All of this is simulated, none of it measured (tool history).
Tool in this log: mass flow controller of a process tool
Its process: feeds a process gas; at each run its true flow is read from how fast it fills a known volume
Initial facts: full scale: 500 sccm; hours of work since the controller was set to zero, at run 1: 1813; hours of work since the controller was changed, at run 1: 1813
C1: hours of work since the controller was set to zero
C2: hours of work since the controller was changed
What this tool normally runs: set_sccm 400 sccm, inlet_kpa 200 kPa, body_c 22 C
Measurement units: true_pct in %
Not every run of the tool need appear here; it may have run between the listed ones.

run 1 hour=0.0 | set_sccm=400 inlet_kpa=200 body_c=22 | C1=1813 C2=1813 | true_pct=99.78
run 2 hour=124.6 | set_sccm=400 inlet_kpa=200 body_c=22 | C1=1911 C2=1911 | true_pct=99.89
run 3 hour=244.7 | set_sccm=400 inlet_kpa=200 body_c=22 | C1=2004 C2=2004 | true_pct=100.11
run 4 hour=337.6 | set_sccm=400 inlet_kpa=200 body_c=37 | C1=2077 C2=2077 | true_pct=99.29
run 5 hour=447.6 | set_sccm=400 inlet_kpa=216 body_c=22 | C1=2163 C2=2163 | true_pct=100.25
run 6 hour=599.0 | set_sccm=400 inlet_kpa=216 body_c=22 | C1=2281 C2=2281 | true_pct=100.20
run 7 hour=710.0 | set_sccm=400 inlet_kpa=216 body_c=20 | C1=2368 C2=2368 | true_pct=100.34
run 8 hour=785.8 | set_sccm=400 inlet_kpa=200 body_c=22 | C1=2427 C2=2427 | true_pct=100.25
run 9 hour=861.0 | set_sccm=400 inlet_kpa=200 body_c=22 | C1=2486 C2=2486 | true_pct=100.29
run 10 hour=931.9 | set_sccm=400 inlet_kpa=200 body_c=22 | C1=2542 C2=2542 | true_pct=100.17
run 11 hour=1004.0 | set_sccm=400 inlet_kpa=147 body_c=22 | C1=2598 C2=2598 | true_pct=100.21
run 12 hour=1078.5 | set_sccm=400 inlet_kpa=200 body_c=25 | C1=2656 C2=2656 | true_pct=100.19
run 13 hour=1149.4 | set_sccm=294 inlet_kpa=200 body_c=22 | C1=2712 C2=2712 | true_pct=100.04
run 14 hour=1274.8 | set_sccm=103 inlet_kpa=200 body_c=22 | C1=2810 C2=2810 | true_pct=99.80
run 15 hour=1403.1 | set_sccm=87 inlet_kpa=201 body_c=32 | C1=2910 C2=2910 | true_pct=99.38
run 16 hour=1478.3 | set_sccm=87 inlet_kpa=201 body_c=32 | C1=2969 C2=2969 | true_pct=99.28
run 17 hour=1565.4 | set_sccm=198 inlet_kpa=183 body_c=39 | C1=3037 C2=3037 | true_pct=99.15
run 18 hour=1713.6 | set_sccm=262 inlet_kpa=183 body_c=39 | C1=3153 C2=3153 | true_pct=99.13
run 19 hour=1807.2 | set_sccm=146 inlet_kpa=199 body_c=39 | C1=3226 C2=3226 | true_pct=99.25
run 20 hour=1944.5 | set_sccm=400 inlet_kpa=200 body_c=35 | C1=3333 C2=3333 | true_pct=99.90
run 21 hour=2043.4 | set_sccm=400 inlet_kpa=200 body_c=35 | C1=3411 C2=3411 | true_pct=100.05
run 22 hour=2169.8 | set_sccm=400 inlet_kpa=200 body_c=35 | C1=3509 C2=3509 | true_pct=99.84
run 23 hour=2308.4 | set_sccm=286 inlet_kpa=200 body_c=25 | C1=3618 C2=3618 | true_pct=100.35
run 24 hour=2403.7 | set_sccm=65 inlet_kpa=200 body_c=22 | C1=3692 C2=3692 | true_pct=100.10

Below are 4 alternative next runs, each starting from the tool's condition after run 24. Predict each:
run A hour=2496.9 | set_sccm=74 inlet_kpa=200 body_c=22 | C1=3765 C2=3765 | true_pct=?
run B hour=2496.9 | set_sccm=256 inlet_kpa=177 body_c=31 | C1=3765 C2=3765 | true_pct=?
run C hour=2496.9 | set_sccm=400 inlet_kpa=146 body_c=22 | C1=3765 C2=3765 | true_pct=?
run D hour=2496.9 | set_sccm=91 inlet_kpa=233 body_c=22 | C1=3765 C2=3765 | true_pct=?

run=A true_pct=100.11
run=B true_pct=99.88
run=C true_pct=100.63
run=D true_pct=100.18
With no hidden state in the tool, these same runs would have given:
run=A true_pct=99.40
run=B true_pct=99.16
run=C true_pct=99.89
run=D true_pct=99.47
